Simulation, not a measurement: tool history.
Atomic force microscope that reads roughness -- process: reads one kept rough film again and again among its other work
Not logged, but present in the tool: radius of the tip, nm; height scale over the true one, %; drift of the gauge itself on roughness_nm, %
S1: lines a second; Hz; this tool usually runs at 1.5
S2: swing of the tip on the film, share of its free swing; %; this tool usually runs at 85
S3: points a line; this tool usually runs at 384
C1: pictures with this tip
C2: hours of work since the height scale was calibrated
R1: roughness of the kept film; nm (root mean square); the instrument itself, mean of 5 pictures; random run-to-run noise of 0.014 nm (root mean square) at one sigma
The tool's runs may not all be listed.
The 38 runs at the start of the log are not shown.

Run 39, day 96.267: usual settings but S3 328; C1 183; C2 411. Result: R1 2.699 nm (root mean square).
At day 98.325: new tip fitted.
Run 40, day 98.371: usual settings but S2 66 %, S3 389; C1 2; C2 442. Result: R1 3.421 nm (root mean square).
Run 41, day 100.358: usual settings but S1 1.38 Hz, S2 80 %, S3 640; C1 84; C2 472. Result: R1 3.011 nm (root mean square).
Run 42, day 102.888: usual settings but S1 2.61 Hz, S2 64 %, S3 534; C1 189; C2 510. Result: R1 2.731 nm (root mean square).
At day 104.958: new tip fitted.
Run 43, day 106.321: usual settings but S1 2.61 Hz, S2 64 %, S3 534; C1 56; C2 562. Result: R1 3.148 nm (root mean square).
Run 44, day 108.354: usual settings but S1 2.61 Hz, S2 64 %, S3 534; C1 140; C2 592. Result: R1 2.875 nm (root mean square).
Run 45, day 110.075: usual settings but S1 2.6 Hz, S2 81 %, S3 606; C1 211; C2 618. Result: R1 2.536 nm (root mean square).
At day 111.6: new tip fitted.
Run 46, day 113.433: usual settings but S3 491; C1 75; C2 669. Result: R1 2.997 nm (root mean square).

Forecast each of these 4 alternatives for the next run:
Run A, day 115.6: usual settings but S2 77 %, S3 507; C1 165; C2 701. Result: R1 ?.
Run B, day 115.6: usual settings but S1 0.6 Hz, S2 76 %, S3 312; C1 165; C2 701. Result: R1 ?.
Run C, day 115.6: usual settings but S2 56 %, S3 491; C1 165; C2 701. Result: R1 ?.
Run D, day 115.6: usual settings but S2 65 %; C1 165; C2 701. Result: R1 ?.

run     R1
  A  2.802
  B  2.845
  C  2.881
  D  2.855
With no hidden state in the tool, these same runs would have given:
run     R1
  A  3.409
  B  3.463
  C  3.505
  D  3.474

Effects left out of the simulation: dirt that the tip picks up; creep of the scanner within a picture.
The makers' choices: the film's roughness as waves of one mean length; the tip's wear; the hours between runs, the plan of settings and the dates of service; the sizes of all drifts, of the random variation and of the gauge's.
